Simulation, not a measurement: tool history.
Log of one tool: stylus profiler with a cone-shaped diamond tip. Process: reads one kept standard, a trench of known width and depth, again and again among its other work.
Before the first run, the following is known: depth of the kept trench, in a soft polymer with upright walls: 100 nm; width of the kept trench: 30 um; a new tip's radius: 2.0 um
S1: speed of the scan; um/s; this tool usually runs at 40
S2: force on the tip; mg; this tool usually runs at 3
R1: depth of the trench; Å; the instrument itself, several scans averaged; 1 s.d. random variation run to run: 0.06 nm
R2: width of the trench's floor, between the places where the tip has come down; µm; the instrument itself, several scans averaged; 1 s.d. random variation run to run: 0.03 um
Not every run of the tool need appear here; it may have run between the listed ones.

run 1 hour=0 | S1=40 S2=3 | R1=1007.2 R2=28.51
run 2 hour=105.6 | S1=112 S2=3 | R1=1006 R2=28.17
run 3 hour=165 | S1=112 S2=3 | R1=1006.2 R2=28.25
run 4 hour=234.5 | S1=112 S2=3 | R1=1006.6 R2=28.23
run 5 hour=360.7 | S1=40 S2=3.06 | R1=1006.7 R2=28.42
run 6 hour=484.7 | S1=104 S2=3 | R1=1005.8 R2=28.17
run 7 hour=574.2 | S1=32 S2=3 | R1=1005.7 R2=28.44
run 8 hour=686.8 | S1=40 S2=1.57 | R1=1002.7 R2=28.32
run 9 hour=781 | S1=40 S2=3 | R1=1005.4 R2=28.35
run 10 hour=865.2 | S1=40 S2=3 | R1=1005.5 R2=28.35
run 11 hour=963.3 | S1=40 S2=3 | R1=1005.6 R2=28.36
run 12 hour=1072.5 | S1=40 S2=3 | R1=1004.7 R2=28.33
run 13 hour=1174.2 | S1=55 S2=3 | R1=1005.3 R2=28.25
run 14 hour=1262.7 | S1=55 S2=3 | R1=1004.5 R2=28.16
run 15 hour=1381.8 | S1=40 S2=3 | R1=1003.9 R2=28.28
run 16 hour=1502 | S1=40 S2=3 | R1=1004.5 R2=28.26
run 17 hour=1587.7 | S1=40 S2=3 | R1=1002.8 R2=28.26
run 18 hour=1672.2 | S1=138 S2=1.31 | R1=1001.3 R2=27.52
run 19 hour=1736.6 | S1=18 S2=1.21 | R1=1000.4 R2=28.31
run 20 hour=1846.9 | S1=18 S2=1.21 | R1=1000.2 R2=28.26
run 21 hour=1932.5 | S1=92 S2=2.81 | R1=1003.9 R2=27.95
run 22 hour=2064.2 | S1=72 S2=2.81 | R1=1001.8 R2=28.05
run 23 hour=2118.8 | S1=73 S2=3.01 | R1=1003.1 R2=28.01
run 24 hour=2254 | S1=73 S2=3.01 | R1=1002.9 R2=28.01
run 25 hour=2366.1 | S1=73 S2=3.01 | R1=1003.1 R2=27.96
run 26 hour=2442.1 | S1=104 S2=2.17 | R1=1000.5 R2=27.8
run 27 hour=2524 | S1=140 S2=2.02 | R1=1000.8 R2=27.54
run 28 hour=2646.1 | S1=140 S2=2.02 | R1=1001.8 R2=27.55
run 29 hour=2739.7 | S1=17 S2=5.51 | R1=1004.8 R2=28.15
run 30 hour=2806 | S1=18 S2=1.54 | R1=1001 R2=28.07
run 31 hour=2916.6 | S1=18 S2=1.54 | R1=999.6 R2=28.09
run 32 hour=3006.3 | S1=100 S2=5.55 | R1=1006.1 R2=27.84
run 33 hour=3064.2 | S1=71 S2=1.33 | R1=998.9 R2=27.67
run 34 hour=3170.2 | S1=71 S2=1.33 | R1=998.9 R2=27.71

Below are 5 alternative next runs, each starting from the tool's condition after run 34. Predict each:
run A hour=3226.4 | S1=12 S2=1.91 | R1=? R2=?
run B hour=3226.4 | S1=40 S2=2.54 | R1=? R2=?
run C hour=3226.4 | S1=20 S2=7.99 | R1=? R2=?
run D hour=3226.4 | S1=16 S2=8.89 | R1=? R2=?
run E hour=3226.4 | S1=13 S2=3 | R1=? R2=?

run=A R1=1000.6 R2=28.04
run=B R1=1001.8 R2=27.97
run=C R1=1009.7 R2=28.02
run=D R1=1010.2 R2=28.07
run=E R1=1001.9 R2=28.06
What these runs would have given with no unlogged condition in the tool:
run=A R1=1005.7 R2=28.67
run=B R1=1007 R2=28.6
run=C R1=1015 R2=28.65
run=D R1=1015.4 R2=28.69
run=E R1=1007.1 R2=28.69
